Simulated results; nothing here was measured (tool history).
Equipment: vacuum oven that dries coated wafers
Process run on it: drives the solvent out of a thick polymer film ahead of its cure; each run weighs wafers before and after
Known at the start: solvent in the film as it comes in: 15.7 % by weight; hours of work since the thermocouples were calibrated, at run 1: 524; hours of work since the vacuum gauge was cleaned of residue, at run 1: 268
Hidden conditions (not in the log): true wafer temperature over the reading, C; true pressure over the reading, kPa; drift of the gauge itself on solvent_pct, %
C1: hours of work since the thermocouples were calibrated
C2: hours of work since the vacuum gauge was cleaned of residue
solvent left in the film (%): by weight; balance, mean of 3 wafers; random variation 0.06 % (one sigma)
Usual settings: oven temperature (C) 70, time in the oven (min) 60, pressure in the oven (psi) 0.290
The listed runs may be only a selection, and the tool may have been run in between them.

run 1 hour=0.0 | oven_temperature_(C)=70 time_in_the_oven_(min)=60 pressure_in_the_oven_(psi)=0.290 | C1=524 C2=268 | solvent_left_in_the_film_(%)=3.88
run 2 hour=9.1 | oven_temperature_(C)=70 time_in_the_oven_(min)=60 pressure_in_the_oven_(psi)=0.290 | C1=531 C2=275 | solvent_left_in_the_film_(%)=3.70
run 3 hour=20.3 | oven_temperature_(C)=70 time_in_the_oven_(min)=60 pressure_in_the_oven_(psi)=0.290 | C1=539 C2=283 | solvent_left_in_the_film_(%)=3.76
run 4 hour=27.6 | oven_temperature_(C)=71 time_in_the_oven_(min)=60 pressure_in_the_oven_(psi)=0.290 | C1=545 C2=289 | solvent_left_in_the_film_(%)=3.58
run 5 hour=34.3 | oven_temperature_(C)=70 time_in_the_oven_(min)=80 pressure_in_the_oven_(psi)=0.290 | C1=550 C2=294 | solvent_left_in_the_film_(%)=2.75
run 6 hour=49.2 | oven_temperature_(C)=70 time_in_the_oven_(min)=80 pressure_in_the_oven_(psi)=0.290 | C1=561 C2=305 | solvent_left_in_the_film_(%)=2.69
run 7 hour=61.9 | oven_temperature_(C)=56 time_in_the_oven_(min)=60 pressure_in_the_oven_(psi)=1.034 | C1=571 C2=315 | solvent_left_in_the_film_(%)=9.91
run 8 hour=75.5 | oven_temperature_(C)=56 time_in_the_oven_(min)=60 pressure_in_the_oven_(psi)=1.034 | C1=581 C2=325 | solvent_left_in_the_film_(%)=9.77
run 9 hour=90.3 | oven_temperature_(C)=56 time_in_the_oven_(min)=60 pressure_in_the_oven_(psi)=1.101 | C1=593 C2=337 | solvent_left_in_the_film_(%)=10.31
run 10 hour=97.9 | oven_temperature_(C)=84 time_in_the_oven_(min)=60 pressure_in_the_oven_(psi)=0.234 | C1=599 C2=342 | solvent_left_in_the_film_(%)=0.69

Predict each of these 5 candidate next runs independently; none follows another, all start after run 10:
run A hour=108.5 | oven_temperature_(C)=68 time_in_the_oven_(min)=60 pressure_in_the_oven_(psi)=0.234 | C1=607 C2=350 | solvent_left_in_the_film_(%)=?
run B hour=108.5 | oven_temperature_(C)=83 time_in_the_oven_(min)=73 pressure_in_the_oven_(psi)=0.454 | C1=607 C2=350 | solvent_left_in_the_film_(%)=?
run C hour=108.5 | oven_temperature_(C)=70 time_in_the_oven_(min)=85 pressure_in_the_oven_(psi)=0.290 | C1=607 C2=350 | solvent_left_in_the_film_(%)=?
run D hour=108.5 | oven_temperature_(C)=84 time_in_the_oven_(min)=76 pressure_in_the_oven_(psi)=0.234 | C1=607 C2=350 | solvent_left_in_the_film_(%)=?
run E hour=108.5 | oven_temperature_(C)=78 time_in_the_oven_(min)=62 pressure_in_the_oven_(psi)=0.229 | C1=607 C2=350 | solvent_left_in_the_film_(%)=?

run=A solvent_left_in_the_film_(%)=4.37
run=B solvent_left_in_the_film_(%)=0.82
run=C solvent_left_in_the_film_(%)=2.47
run=D solvent_left_in_the_film_(%)=0.52
run=E solvent_left_in_the_film_(%)=1.52
With no hidden state in the tool, these same runs would have given:
run=A solvent_left_in_the_film_(%)=3.94
run=B solvent_left_in_the_film_(%)=0.70
run=C solvent_left_in_the_film_(%)=2.13
run=D solvent_left_in_the_film_(%)=0.43
run=E solvent_left_in_the_film_(%)=1.28

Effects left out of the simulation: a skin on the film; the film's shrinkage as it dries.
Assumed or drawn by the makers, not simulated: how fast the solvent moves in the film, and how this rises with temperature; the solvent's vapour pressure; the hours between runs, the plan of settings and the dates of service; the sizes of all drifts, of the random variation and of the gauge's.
